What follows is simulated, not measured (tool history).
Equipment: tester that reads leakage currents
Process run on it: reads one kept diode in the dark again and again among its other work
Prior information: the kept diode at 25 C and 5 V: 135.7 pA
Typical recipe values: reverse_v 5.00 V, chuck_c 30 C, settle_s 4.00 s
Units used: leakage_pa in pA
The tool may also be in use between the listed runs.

run 1 day=0.000 | reverse_v=5.00 chuck_c=30 settle_s=4.00 | leakage_pa=221.23
run 2 day=4.117 | reverse_v=5.00 chuck_c=30 settle_s=4.00 | leakage_pa=223.40
run 3 day=9.362 | reverse_v=5.00 chuck_c=30 settle_s=4.00 | leakage_pa=224.11
run 4 day=15.067 | reverse_v=5.00 chuck_c=30 settle_s=4.00 | leakage_pa=228.84
-- day=19.125 probe card cleaned and baked
run 5 day=21.000 | reverse_v=7.25 chuck_c=30 settle_s=4.00 | leakage_pa=261.70
run 6 day=24.167 | reverse_v=7.25 chuck_c=30 settle_s=4.00 | leakage_pa=263.57
run 7 day=29.012 | reverse_v=7.25 chuck_c=30 settle_s=4.00 | leakage_pa=267.29
run 8 day=32.679 | reverse_v=5.00 chuck_c=30 settle_s=4.00 | leakage_pa=225.99
run 9 day=35.679 | reverse_v=5.00 chuck_c=30 settle_s=4.00 | leakage_pa=226.88
run 10 day=41.138 | reverse_v=5.00 chuck_c=30 settle_s=4.00 | leakage_pa=229.88
run 11 day=43.792 | reverse_v=5.00 chuck_c=22 settle_s=4.00 | leakage_pa=120.67
-- day=47.112 chuck's temperature calibrated
run 12 day=48.033 | reverse_v=10.78 chuck_c=20 settle_s=4.00 | leakage_pa=132.21
run 13 day=50.550 | reverse_v=15.77 chuck_c=50 settle_s=1.79 | leakage_pa=1627.91
run 14 day=55.888 | reverse_v=5.00 chuck_c=30 settle_s=0.33 | leakage_pa=211.81
run 15 day=59.454 | reverse_v=19.96 chuck_c=25 settle_s=1.69 | leakage_pa=282.78
run 16 day=64.658 | reverse_v=5.00 chuck_c=24 settle_s=5.13 | leakage_pa=130.65
run 17 day=69.246 | reverse_v=5.00 chuck_c=36 settle_s=6.41 | leakage_pa=343.93
run 18 day=75.246 | reverse_v=1.23 chuck_c=36 settle_s=6.41 | leakage_pa=176.72
run 19 day=79.171 | reverse_v=4.76 chuck_c=21 settle_s=4.00 | leakage_pa=104.46
run 20 day=81.867 | reverse_v=5.00 chuck_c=55 settle_s=4.00 | leakage_pa=1412.70

4 options for the next run, each taken on its own from the tool as it stands now. Forecast them:
run A day=84.667 | reverse_v=3.04 chuck_c=30 settle_s=4.00 | leakage_pa=?
run B day=84.667 | reverse_v=5.48 chuck_c=24 settle_s=5.34 | leakage_pa=?
run C day=84.667 | reverse_v=5.00 chuck_c=30 settle_s=4.00 | leakage_pa=?
run D day=84.667 | reverse_v=5.00 chuck_c=25 settle_s=4.00 | leakage_pa=?

run=A leakage_pa=173.33
run=B leakage_pa=144.45
run=C leakage_pa=222.39
run=D leakage_pa=150.05
Had the tool no hidden state, the same runs would have come out as:
run=A leakage_pa=162.51
run=B leakage_pa=130.70
run=C leakage_pa=206.84
run=D leakage_pa=136.84
